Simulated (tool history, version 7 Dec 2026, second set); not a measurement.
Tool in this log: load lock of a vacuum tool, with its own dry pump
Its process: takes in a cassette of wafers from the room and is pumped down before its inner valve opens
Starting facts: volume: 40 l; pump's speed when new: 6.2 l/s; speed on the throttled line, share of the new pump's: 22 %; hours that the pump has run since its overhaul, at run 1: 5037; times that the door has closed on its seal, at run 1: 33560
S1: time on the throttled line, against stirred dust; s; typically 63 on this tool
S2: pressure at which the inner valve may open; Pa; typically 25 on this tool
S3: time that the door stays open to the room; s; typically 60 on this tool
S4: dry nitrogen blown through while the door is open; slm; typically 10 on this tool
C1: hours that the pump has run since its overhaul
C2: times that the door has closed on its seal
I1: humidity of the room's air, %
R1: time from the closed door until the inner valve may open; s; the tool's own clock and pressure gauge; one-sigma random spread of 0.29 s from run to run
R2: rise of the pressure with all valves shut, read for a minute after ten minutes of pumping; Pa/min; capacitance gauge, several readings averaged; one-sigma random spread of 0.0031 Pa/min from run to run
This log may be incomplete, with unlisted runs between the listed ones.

{"run": 1, "hour": 0.0, "S1": 63, "S2": 25, "S3": 60, "S4": 10, "C1": 5037, "C2": 33560, "I1": 42.8, "R1": 104.5, "R2": 0.265}
{"run": 2, "hour": 363.4, "S1": 63, "S2": 25, "S3": 60, "S4": 10, "C1": 5400, "C2": 35280, "I1": 45.8, "R1": 105.3, "R2": 0.284}
{"run": 3, "hour": 545.1, "S1": 63, "S2": 25, "S3": 60, "S4": 10, "C1": 5582, "C2": 36140, "I1": 46.7, "R1": 104.7, "R2": 0.292}
{"run": 4, "hour": 913.5, "S1": 63, "S2": 25, "S3": 60, "S4": 10, "C1": 5950, "C2": 37883, "I1": 48, "R1": 104.9, "R2": 0.306}
{"run": 5, "hour": 1287.8, "S1": 42, "S2": 25, "S3": 60, "S4": 10, "C1": 6325, "C2": 39655, "I1": 47.9, "R1": 89.1, "R2": 0.327}
{"run": 6, "hour": 1558.5, "S1": 42, "S2": 25, "S3": 60, "S4": 10, "C1": 6595, "C2": 40936, "I1": 44.5, "R1": 89.5, "R2": 0.342}
{"run": 7, "hour": 1876.2, "S1": 63, "S2": 25, "S3": 171, "S4": 10, "C1": 6913, "C2": 42439, "I1": 47.9, "R1": 105.4, "R2": 0.395}
{"run": 8, "hour": 2136.6, "S1": 63, "S2": 25, "S3": 108, "S4": 10, "C1": 7173, "C2": 43672, "I1": 42.9, "R1": 105.5, "R2": 0.39}
{"run": 9, "hour": 2498.8, "S1": 63, "S2": 25, "S3": 60, "S4": 43, "C1": 7536, "C2": 45386, "I1": 47.1, "R1": 106.3, "R2": 0.366}
{"run": 10, "hour": 2846.8, "S1": 63, "S2": 25, "S3": 60, "S4": 43, "C1": 7884, "C2": 47033, "I1": 45.5, "R1": 105.9, "R2": 0.383}
{"run": 11, "hour": 3083.7, "S1": 63, "S2": 25, "S3": 60, "S4": 43, "C1": 8120, "C2": 48154, "I1": 44.3, "R1": 105.8, "R2": 0.4}
{"run": 12, "hour": 3405.7, "S1": 63, "S2": 25, "S3": 60, "S4": 10, "C1": 8442, "C2": 49678, "I1": 45.5, "R1": 106, "R2": 0.432}
{"run": 13, "hour": 3581.1, "S1": 63, "S2": 25, "S3": 70, "S4": 10, "C1": 8618, "C2": 50508, "I1": 49.6, "R1": 106.3, "R2": 0.453}
{"run": 14, "hour": 3949.3, "S1": 63, "S2": 25, "S3": 70, "S4": 10, "C1": 8986, "C2": 52251, "I1": 46.2, "R1": 106, "R2": 0.48}
{"run": 15, "hour": 4185.0, "S1": 63, "S2": 25, "S3": 60, "S4": 10, "C1": 9222, "C2": 53366, "I1": 47.3, "R1": 106.9, "R2": 0.493}
{"hour": 4301.1, "done": "door's seal changed, seat wiped"}
{"run": 16, "hour": 4545.8, "S1": 63, "S2": 25, "S3": 60, "S4": 10, "C1": 9581, "C2": 1158, "I1": 44.5, "R1": 106.9, "R2": 0.049}
{"run": 17, "hour": 4793.7, "S1": 63, "S2": 28, "S3": 60, "S4": 10, "C1": 9829, "C2": 2332, "I1": 49.3, "R1": 106, "R2": 0.059}
{"run": 18, "hour": 5038.7, "S1": 63, "S2": 28, "S3": 60, "S4": 10, "C1": 10074, "C2": 3491, "I1": 46.4, "R1": 106.2, "R2": 0.065}
{"run": 19, "hour": 5386.9, "S1": 53, "S2": 31, "S3": 90, "S4": 5, "C1": 10422, "C2": 5139, "I1": 45.5, "R1": 97.9, "R2": 0.089}
{"run": 20, "hour": 5555.5, "S1": 63, "S2": 25, "S3": 25, "S4": 42, "C1": 10591, "C2": 5937, "I1": 48.8, "R1": 107.2, "R2": 0.039}
{"run": 21, "hour": 5810.1, "S1": 63, "S2": 25, "S3": 25, "S4": 42, "C1": 10845, "C2": 7142, "I1": 48.8, "R1": 107.1, "R2": 0.044}
{"run": 22, "hour": 6105.9, "S1": 82, "S2": 38, "S3": 39, "S4": 11, "C1": 11141, "C2": 8542, "I1": 45.5, "R1": 118.7, "R2": 0.067}
{"run": 23, "hour": 6356.3, "S1": 50, "S2": 25, "S3": 69, "S4": 10, "C1": 11392, "C2": 9727, "I1": 44.7, "R1": 98, "R2": 0.098}
{"run": 24, "hour": 6651.9, "S1": 63, "S2": 25, "S3": 60, "S4": 5, "C1": 11687, "C2": 11126, "I1": 46.5, "R1": 107.7, "R2": 0.095}
{"run": 25, "hour": 6919.3, "S1": 63, "S2": 25, "S3": 60, "S4": 5, "C1": 11955, "C2": 12391, "I1": 44.3, "R1": 108.5, "R2": 0.106}
{"hour": 7060.7, "done": "dry pump taken out, an overhauled one fitted"}
{"run": 26, "hour": 7132.8, "S1": 110, "S2": 21, "S3": 214, "S4": 6, "C1": 72, "C2": 13374, "I1": 44.6, "R1": 139.5, "R2": 0.158}
{"run": 27, "hour": 7338.5, "S1": 110, "S2": 21, "S3": 197, "S4": 19, "C1": 278, "C2": 14347, "I1": 44.1, "R1": 139.6, "R2": 0.132}
{"run": 28, "hour": 7545.7, "S1": 56, "S2": 46, "S3": 91, "S4": 10, "C1": 485, "C2": 15328, "I1": 46.8, "R1": 92.7, "R2": 0.134}
{"run": 29, "hour": 7751.1, "S1": 67, "S2": 25, "S3": 29, "S4": 10, "C1": 690, "C2": 16300, "I1": 46.9, "R1": 105.1, "R2": 0.108}
{"run": 30, "hour": 8046.0, "S1": 35, "S2": 19, "S3": 156, "S4": 5, "C1": 985, "C2": 17695, "I1": 47, "R1": 82.1, "R2": 0.177}
{"run": 31, "hour": 8270.3, "S1": 38, "S2": 38, "S3": 33, "S4": 19, "C1": 1210, "C2": 18757, "I1": 45, "R1": 80.5, "R2": 0.114}
{"run": 32, "hour": 8427.5, "S1": 57, "S2": 26, "S3": 122, "S4": 8, "C1": 1367, "C2": 19501, "I1": 44.6, "R1": 97.6, "R2": 0.154}
{"run": 33, "hour": 8764.4, "S1": 100, "S2": 28, "S3": 61, "S4": 17, "C1": 1704, "C2": 21095, "I1": 48, "R1": 129.9, "R2": 0.136}

Entry by entry between the runs, the difference in hidden state between the last listed run before and the first listed run after:
After run 15, before run 16: door's seal changed, seat wiped (hour 4301.1)
  pump's speed, % of a new pump's: 90.6 -> 90.2; leak at the door's seal, Pa l/s: 0.2881 -> 0.0042
  measured minus no-state result, R1: +4.1 -> +4.3 s; R2: +0.435 -> +0.004 Pa/min
After run 25, before run 26: dry pump taken out, an overhauled one fitted (hour 7060.7)
  pump's speed, % of a new pump's: 87.8 -> 101.6; leak at the door's seal, Pa l/s: 0.0322 -> 0.0354
  measured minus no-state result, R1: +5.5 -> -0.5 s; R2: +0.045 -> +0.05 Pa/min

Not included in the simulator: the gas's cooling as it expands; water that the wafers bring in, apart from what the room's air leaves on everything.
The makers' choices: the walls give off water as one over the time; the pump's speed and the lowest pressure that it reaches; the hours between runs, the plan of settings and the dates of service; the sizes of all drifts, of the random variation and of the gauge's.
